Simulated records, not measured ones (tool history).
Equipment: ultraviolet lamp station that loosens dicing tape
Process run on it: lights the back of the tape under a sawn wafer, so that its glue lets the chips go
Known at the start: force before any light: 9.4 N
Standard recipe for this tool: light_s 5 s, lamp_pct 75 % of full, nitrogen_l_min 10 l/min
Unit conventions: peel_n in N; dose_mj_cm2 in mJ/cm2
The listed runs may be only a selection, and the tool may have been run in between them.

run,hour,light_s,lamp_pct,nitrogen_l_min,peel_n,dose_mj_cm2
1,0.0,5,75,10,1.583,413
2,57.6,5,75,10,1.638,405
3,146.6,8,75,10,0.549,698
4,215.8,5,75,10,1.471,430
5,293.9,3,75,10,3.058,251
6,351.7,3,75,10,3.166,247
7,406.6,5,75,4,2.472,408
8,480.2,5,75,10,1.699,396
9,566.2,5,75,10,1.647,394
10,610.8,5,75,10,1.720,386
11,655.1,5,75,10,1.778,380
12,696.5,5,75,5,2.619,375
13,778.3,4,67,6,3.329,265
14,829.2,4,73,11,2.583,284
15,894.0,8,94,4,0.987,713
16,939.6,8,94,4,0.851,769
17,1031.0,2,94,4,5.123,188
18,1079.2,5,99,8,1.310,490
19,1120.2,2,64,10,5.446,124
20,1203.7,7,64,15,1.219,429
21,1246.7,7,100,4,0.598,891
22,1332.2,5,85,18,0.722,531
23,1406.1,5,89,4,1.634,547

Taken out of this log: 3 entries between the listed runs. Where each belongs, and how the hidden state differs across it:
Runs 2 to 3: window cleaned of glue's vapour (hour 101.3)
  lamp's light, % of a new lamp's: 88.4 -> 87.2; light that the window lets through, % of a clean one's: 91.8 -> 99.4
  measured value less the no-hidden-state value, peel_n: +0.513 -> +0.146 N; dose_mj_cm2: -96 -> -107 mJ/cm2
Runs 15 to 16: window cleaned of glue's vapour (hour 917.6)
  lamp's light, % of a new lamp's: 77.6 -> 77.1; light that the window lets through, % of a clean one's: 91.3 -> 99.5
  measured value less the no-hidden-state value, peel_n: +0.512 -> +0.372 N; dose_mj_cm2: -295 -> -234 mJ/cm2
Runs 20 to 21: lamp changed (hour 1246.7)
  lamp's light, % of a new lamp's: 73.9 -> 99.2; light that the window lets through, % of a clean one's: 96.5 -> 96.1
  measured value less the no-hidden-state value, peel_n: +0.610 -> +0.060 N; dose_mj_cm2: -173 -> -44 mJ/cm2

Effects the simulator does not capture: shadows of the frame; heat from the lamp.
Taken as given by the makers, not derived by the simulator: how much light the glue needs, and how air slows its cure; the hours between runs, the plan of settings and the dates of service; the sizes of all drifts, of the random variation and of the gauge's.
